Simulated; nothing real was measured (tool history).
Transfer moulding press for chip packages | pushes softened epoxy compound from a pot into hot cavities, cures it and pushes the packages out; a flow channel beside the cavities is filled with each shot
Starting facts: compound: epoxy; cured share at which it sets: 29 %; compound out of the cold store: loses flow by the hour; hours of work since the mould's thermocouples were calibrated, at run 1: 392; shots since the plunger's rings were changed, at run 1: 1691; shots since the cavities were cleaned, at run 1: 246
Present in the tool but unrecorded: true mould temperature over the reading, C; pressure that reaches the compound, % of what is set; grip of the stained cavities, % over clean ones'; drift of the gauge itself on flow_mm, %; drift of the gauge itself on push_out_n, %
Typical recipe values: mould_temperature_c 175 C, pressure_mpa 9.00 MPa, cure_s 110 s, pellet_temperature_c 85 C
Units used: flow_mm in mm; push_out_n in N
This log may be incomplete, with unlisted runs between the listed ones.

run,hour,mould_temperature_c,pressure_mpa,cure_s,pellet_temperature_c,hours of work since the mould's thermocouples were calibrated,shots since the plunger's rings were changed,shots since the cavities were cleaned,incoming compound's hours out of the cold store,flow_mm,push_out_n
1,0.0,175,9.00,110,85,392,1691,246,10.6,882,683
# hour 14.5: cavities cleaned with cleaning compound and waxed
2,18.2,175,9.00,110,85,405,1922,50,27.9,771,492
# hour 46.0: cavities cleaned with cleaning compound and waxed
3,50.5,175,9.00,118,85,428,2350,63,39.0,709,474
# hour 79.1: cavities cleaned with cleaning compound and waxed
4,81.4,175,9.00,118,85,451,2758,31,42.4,690,452
5,100.3,175,10.52,110,85,465,3020,293,30.2,813,712
# hour 106.0: mould's thermocouples calibrated
# hour 114.1: cavities cleaned with cleaning compound and waxed
6,125.2,175,10.52,110,85,13,3318,155,37.7,762,608
7,142.2,175,9.00,110,78,26,3554,391,35.4,720,740
# hour 145.6: cavities cleaned with cleaning compound and waxed
8,173.5,175,9.00,110,85,49,3967,387,12.2,845,758
# hour 177.0: cavities cleaned with cleaning compound and waxed
9,199.3,177,6.95,111,85,68,4305,310,36.2,616,679
# hour 208.7: cavities cleaned with cleaning compound and waxed
10,225.3,171,8.53,110,82,86,4645,231,9.1,860,822
# hour 242.2: cavities cleaned with cleaning compound and waxed
11,245.1,175,10.80,109,85,100,4898,40,30.5,803,497
12,264.4,175,10.80,109,85,115,5167,309,17.9,877,750
# hour 275.1: cavities cleaned with cleaning compound and waxed
13,285.4,168,10.80,115,85,130,5438,143,31.2,810,753
# hour 307.2: cavities cleaned with cleaning compound and waxed
14,314.6,172,6.92,110,85,151,5821,102,8.6,765,674
# hour 338.9: cavities cleaned with cleaning compound and waxed
15,347.4,173,6.92,110,91,175,6256,118,43.6,571,607
# hour 370.4: cavities cleaned with cleaning compound and waxed
16,370.4,175,9.00,149,88,191,6554,0,25.7,750,399

Below are 3 alternative next runs, each starting from the tool's condition after run 16. Predict each:
A,390.2,174,7.51,123,85,206,6830,276,13.4,?,?
B,390.2,169,9.65,109,85,206,6830,276,37.3,?,?
C,390.2,179,10.77,149,93,206,6830,276,44.2,?,?

run,flow_mm,push_out_n
A,746,692
B,722,888
C,697,631
What these runs would have given with no unlogged condition in the tool:
run,flow_mm,push_out_n
A,802,418
B,776,525
C,750,385

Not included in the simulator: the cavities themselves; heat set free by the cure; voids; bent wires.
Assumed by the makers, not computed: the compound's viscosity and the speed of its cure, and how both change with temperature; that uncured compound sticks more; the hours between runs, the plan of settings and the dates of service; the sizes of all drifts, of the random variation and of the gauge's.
